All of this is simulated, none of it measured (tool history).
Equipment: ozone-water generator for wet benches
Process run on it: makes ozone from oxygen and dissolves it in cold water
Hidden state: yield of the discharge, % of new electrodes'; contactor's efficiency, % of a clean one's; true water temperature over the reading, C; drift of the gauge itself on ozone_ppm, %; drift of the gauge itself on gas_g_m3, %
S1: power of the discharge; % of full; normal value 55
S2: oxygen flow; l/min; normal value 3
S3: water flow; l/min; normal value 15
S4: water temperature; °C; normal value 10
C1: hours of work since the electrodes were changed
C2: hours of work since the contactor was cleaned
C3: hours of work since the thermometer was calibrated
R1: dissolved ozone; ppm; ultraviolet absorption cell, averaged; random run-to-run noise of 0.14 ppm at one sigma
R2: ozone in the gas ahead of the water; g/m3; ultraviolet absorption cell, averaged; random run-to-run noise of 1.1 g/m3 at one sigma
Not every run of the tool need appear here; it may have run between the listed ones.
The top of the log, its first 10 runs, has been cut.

-- hour=1017.7 contactor cleaned
run 11 hour=1038.5 | S1=55 S2=3 S3=15 S4=17 | C1=2987 C2=14 C3=596 | R1=16 R2=199.2
run 12 hour=1129.3 | S1=55 S2=3 S3=15 S4=17 | C1=3049 C2=76 C3=658 | R1=16 R2=198.6
run 13 hour=1222.5 | S1=55 S2=3 S3=15 S4=17 | C1=3112 C2=139 C3=721 | R1=16 R2=198.2
run 14 hour=1327.7 | S1=55 S2=5.1 S3=15 S4=10 | C1=3183 C2=210 C3=792 | R1=17 R2=139.4
run 15 hour=1418.5 | S1=55 S2=5.1 S3=15 S4=10 | C1=3245 C2=271 C3=853 | R1=16.9 R2=139.9
run 16 hour=1519.2 | S1=55 S2=5.1 S3=15 S4=10 | C1=3313 C2=339 C3=921 | R1=16.8 R2=138.4
run 17 hour=1635.6 | S1=55 S2=5.1 S3=15 S4=10 | C1=3392 C2=418 C3=1000 | R1=16.7 R2=138.3
run 18 hour=1767.5 | S1=55 S2=5.1 S3=15 S4=10 | C1=3481 C2=508 C3=1090 | R1=16.9 R2=138.7
-- hour=1840.8 gauge calibrated
run 19 hour=1877.3 | S1=55 S2=5.1 S3=15 S4=10 | C1=3555 C2=582 C3=1164 | R1=16.7 R2=142.3
run 20 hour=1997.8 | S1=89 S2=3 S3=13 S4=6 | C1=3637 C2=663 C3=1245 | R1=31.1 R2=296.7

Forecast run 21:
run 21 hour=2096.4 | S1=89 S2=3 S3=13 S4=6 | C1=3703 C2=730 C3=1312 | R1=? R2=?

{"run 21": {"R1": 30.8, "R2": 294.5}}
If the tool had no hidden condition, the same run with the same run-to-run variation would have returned R1 30.9 ppm, R2 296.5 g/m3.
